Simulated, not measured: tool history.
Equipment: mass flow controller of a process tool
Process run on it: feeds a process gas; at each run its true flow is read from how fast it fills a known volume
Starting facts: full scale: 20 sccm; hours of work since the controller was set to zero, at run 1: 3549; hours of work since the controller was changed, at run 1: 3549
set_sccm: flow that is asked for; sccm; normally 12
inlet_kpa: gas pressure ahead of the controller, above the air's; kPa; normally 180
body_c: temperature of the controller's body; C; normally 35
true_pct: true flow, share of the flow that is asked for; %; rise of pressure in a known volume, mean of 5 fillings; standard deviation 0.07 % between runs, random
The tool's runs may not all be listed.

run,hour,set_sccm,inlet_kpa,body_c,hours of work since the controller was set to zero,hours of work since the controller was changed,true_pct
1,0.0,12,180,35,3549,3549,96.63
2,231.7,12,180,35,3663,3663,96.54
3,576.3,12,180,35,3832,3832,96.36
4,785.5,12,241,35,3934,3934,96.18
5,1243.3,12,241,35,4158,4158,96.09
6,1484.4,12,241,35,4276,4276,96.09
7,1717.6,12,241,35,4391,4391,95.93
8,2132.2,12,180,35,4594,4594,95.96
9,2576.5,12,180,35,4811,4811,95.89
10,3014.9,12,180,35,5026,5026,95.80
11,3279.7,12,180,35,5156,5156,95.79
12,3621.9,12,180,35,5324,5324,95.71
13,3947.8,12,180,35,5483,5483,95.46
14,4288.4,12,180,35,5650,5650,95.44
15,4700.1,12,180,35,5852,5852,95.25
16,5134.0,12,180,34,6064,6064,95.29
17,5325.5,9,180,35,6158,6158,94.37
18,5739.4,9,180,35,6361,6361,94.09
# hour 5782.2: controller's zero set anew
19,6026.2,12,180,38,120,6501,96.52
20,6434.9,12,180,38,320,6701,96.55
21,6723.4,12,180,38,461,6843,96.57
22,7002.8,12,180,38,598,6980,96.39
23,7276.7,5,180,35,732,7114,95.47
24,7731.8,5,180,35,955,7337,95.34
25,8120.4,5,180,28,1145,7527,95.62
26,8329.0,5,208,21,1248,7629,95.84
27,8665.2,5,208,21,1412,7794,95.57
28,9059.3,10,155,35,1605,7987,95.91
29,9341.7,10,155,35,1744,8126,95.86
30,9745.0,10,155,35,1941,8323,95.72
31,10000.2,2,204,29,2066,8448,91.61
32,10189.2,2,204,29,2159,8541,91.36
33,10454.8,2,204,29,2289,8671,91.12
34,10705.4,20,200,32,2412,8794,96.79
35,11144.1,2,219,32,2627,9009,90.19
36,11463.3,2,219,32,2783,9165,89.91
37,11758.2,15,184,32,2928,9309,95.99
38,12065.4,15,184,32,3078,9460,95.90
39,12346.8,15,184,32,3216,9598,95.88
40,12697.5,15,184,32,3388,9770,95.81
41,13070.8,3,191,35,3571,9952,90.60
42,13417.1,14,179,35,3740,10122,95.25
43,13883.4,14,179,35,3969,10350,95.10
44,14349.4,14,179,35,4197,10579,94.96
45,14688.1,14,179,35,4363,10745,94.87
# hour 14876.6: controller exchanged for a calibrated one
46,15142.4,14,179,35,130,130,98.66
47,15462.4,12,154,40,287,287,98.19
48,15923.7,9,154,35,513,513,97.93
49,16386.1,18,245,38,740,740,98.31

3 ways to go on from here, each from the tool as it stands after run 49. What would each give?
A,16831.4,17,143,32,958,958,?
B,16831.4,18,245,24,958,958,?
C,16831.4,17,147,25,958,958,?

run,true_pct
A,98.92
B,99.37
C,99.44
Without the tool's hidden state the same runs would have given:
run,true_pct
A,99.49
B,99.92
C,100.00

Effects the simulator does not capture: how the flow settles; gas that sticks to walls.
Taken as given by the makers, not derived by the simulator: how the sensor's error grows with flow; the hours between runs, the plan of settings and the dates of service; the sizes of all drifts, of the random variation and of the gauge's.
